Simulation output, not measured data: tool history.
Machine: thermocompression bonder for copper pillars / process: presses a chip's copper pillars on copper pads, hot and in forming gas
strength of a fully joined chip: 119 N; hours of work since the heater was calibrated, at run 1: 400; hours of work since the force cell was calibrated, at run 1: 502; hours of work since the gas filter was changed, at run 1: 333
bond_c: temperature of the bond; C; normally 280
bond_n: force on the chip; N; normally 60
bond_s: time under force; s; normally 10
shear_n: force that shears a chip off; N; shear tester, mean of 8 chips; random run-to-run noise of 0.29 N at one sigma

run	day	bond_c	bond_n	bond_s	hours of work since the heater was calibrated	hours of work since the force cell was calibrated	hours of work since the gas filter was changed	shear_n
1	0	280	60	10	400	502	333	39.1
2	0.912	280	87	10	410	511	342	46.2
3	1.821	280	60	10	419	521	352	39.2
4	3.479	280	83	10	437	538	369	44.7
5	4.525	280	83	10	448	549	380	45
6	5.717	300	60	10	460	562	393	48
7	6.729	300	60	10	471	572	404	48.2
8	7.925	280	60	10	483	585	416	38.4
9	9.417	280	60	10	499	601	432	37.8
10	10.321	280	36	10	509	610	441	29.6
11	11.279	280	36	10	519	620	452	29.3
12	12.104	280	36	10	528	629	460	29.4
13	13.188	280	36	10	539	641	472	29.1
# day 13.475: forming gas filter changed
14	14.342	280	60	10	551	652	9	41.9
15	16.05	280	60	10	569	670	27	41.6
16	17.492	306	60	10	584	686	42	55.4
17	18.271	306	60	10	592	694	51	55
18	19.129	306	60	10	601	703	60	55
19	19.875	280	60	10	609	711	67	41.5
20	21.333	280	60	10	625	726	83	42
21	22.929	280	60	10	641	743	100	41.4
22	23.988	280	51	24	653	754	111	53.3
23	24.862	280	51	12	662	763	120	41.1
24	26.038	280	51	12	674	776	132	40.7
25	27.854	280	51	12	693	795	152	40.7
26	29.154	301	81	9	707	809	165	55.9
27	30.438	303	87	5	721	822	179	47.4
28	31.304	292	60	17	730	831	188	56.1
29	33	292	60	17	748	849	206	56.8
30	34.308	284	60	7	761	863	220	36.9
31	35.879	280	46	23	778	879	236	49.1
32	37.529	280	46	23	795	897	254	47.9
33	39.25	282	86	24	813	915	272	65.5
34	41.012	280	69	10	832	934	290	42.7
35	42.688	280	84	10	850	951	308	46.6
36	44.192	280	88	9	866	967	324	45.5
37	45.2	280	57	7	876	978	334	33.5
38	46.454	280	60	15	889	991	348	46.4
39	47.938	280	60	15	905	1007	363	45.8

What if the next run were any one of these 4? Each begins from the tool's condition after run 39:
A	49.708	298	60	15	924	1025	382	?
B	49.708	280	50	10	924	1025	382	?
C	49.708	273	38	12	924	1025	382	?
D	49.708	296	60	10	924	1025	382	?

run	shear_n
A	54.8
B	35.4
C	31
D	47
Without the tool's unlogged condition, the same runs would have read:
run	shear_n
A	59.4
B	38.3
C	33.4
D	50.9

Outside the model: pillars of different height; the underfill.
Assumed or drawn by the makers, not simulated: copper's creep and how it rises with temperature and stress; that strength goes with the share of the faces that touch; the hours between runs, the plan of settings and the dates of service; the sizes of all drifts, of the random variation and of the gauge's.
